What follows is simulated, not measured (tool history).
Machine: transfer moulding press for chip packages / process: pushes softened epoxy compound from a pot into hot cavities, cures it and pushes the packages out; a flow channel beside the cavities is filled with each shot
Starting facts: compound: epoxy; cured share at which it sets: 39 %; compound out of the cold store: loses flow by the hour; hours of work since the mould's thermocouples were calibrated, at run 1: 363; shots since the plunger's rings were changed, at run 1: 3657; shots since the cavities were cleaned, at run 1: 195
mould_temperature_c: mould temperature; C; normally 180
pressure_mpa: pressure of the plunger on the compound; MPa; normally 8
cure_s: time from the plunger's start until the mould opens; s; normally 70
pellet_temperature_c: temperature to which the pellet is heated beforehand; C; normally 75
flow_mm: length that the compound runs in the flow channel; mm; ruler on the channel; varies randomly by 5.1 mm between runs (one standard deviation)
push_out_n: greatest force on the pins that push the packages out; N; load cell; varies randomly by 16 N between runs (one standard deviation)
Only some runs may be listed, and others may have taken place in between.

run   hour  mould_temperature_c  pressure_mpa  cure_s  pellet_temperature_c  hours of work since the mould's thermocouples were calibrated  shots since the plunger's rings were changed  shots since the cavities were cleaned  incoming compound's hours out of the cold store  flow_mm  push_out_n
  1      0                  180             8      70                    75                                                            363                                          3657                                    195                                             13.3      657        1079
       9.9  -- mould's thermocouples calibrated
  2   14.6                  180          8.76      70                    75                                                              4                                          3870                                    408                                             37.6      630        1121
  3   26.6                  180          8.76      70                    70                                                             13                                          4075                                    613                                             13.1      692        1312
  4   43.3                  180          8.76      70                    70                                                             26                                          4358                                    896                                              8.9      692        1478
      47.2  -- cavities cleaned with cleaning compound and waxed
  5     71                  180          8.76      70                    70                                                             47                                          4803                                    405                                             43.8      603        1125
      82.4  -- plunger's sealing rings changed
  6   99.6                  180          8.76      70                    70                                                             68                                           292                                    848                                             17.3      702        1388
     103.9  -- mould's thermocouples calibrated, once more
     107.9  -- cavities cleaned with cleaning compound and waxed
  7  132.5                  178             8      70                    75                                                             21                                           790                                    416                                             22.4      662        1360
  8    145                  178             8      70                    75                                                             31                                          1002                                    628                                             35.1      626        1472
     165.3  -- cavities cleaned with cleaning compound and waxed
  9  169.4                  178             8      70                    75                                                             49                                          1391                                     70                                             46.7      601         917
 10  184.1                  178          9.67      70                    75                                                             61                                          1641                                    320                                             41.2      672        1211
 11  206.1                  178          9.67      70                    75                                                             78                                          2014                                    693                                             29.8      695        1568
     221.3  -- cavities cleaned with cleaning compound and waxed
 12  221.3                  178          9.89      70                    75                                                             89                                          2246                                      0                                             32.1      689         850
 13  250.4                  185             8      70                    75                                                            112                                          2740                                    494                                             19.8      639         947
     277.4  -- cavities cleaned with cleaning compound and waxed
 14  277.4                  185             8      70                    75                                                            132                                          3172                                      0                                             12.7      652         564
 15    298                  185          7.94      70                    78                                                            148                                          3522                                    350                                             29.5      599         856
 16  310.5                  185          8.13      70                    78                                                            158                                          3735                                    563                                             30.6      609         958
 17  324.3                  186             8      70                    83                                                            169                                          3968                                    796                                             23.5      618         973
     334.5  -- cavities cleaned with cleaning compound and waxed
 18  351.7                  186             8      70                    83                                                            190                                          4408                                    293                                             14.2      639         757
 19  363.8                  180             8     108                    77                                                            199                                          4614                                    499                                             11.2      667         661
 20    376                  176          9.76      70                    75                                                            209                                          4820                                    705                                             17.5      719        1736
     386.5  -- plunger's sealing rings changed
     394.6  -- cavities cleaned with cleaning compound and waxed
 21  409.1                  188          8.02      83                    75                                                            232                                           360                                    247                                             43.1      589         573
 22  437.1                  180             8      92                    75                                                            254                                           835                                    722                                             15.7      667         831

The next listed run, before its measurement:
     452.2  -- cavities cleaned with cleaning compound and waxed
 23  467.6                  182             8      53                    73                                                            277                                          1327                                    262                                             12.8        ?           ?

flow_mm: 675 mm
push_out_n: 2100 N
Take away the tool's hidden state, keep the run-to-run variation as it was, and the same run would have given flow_mm 686 mm, push_out_n 1507 N.
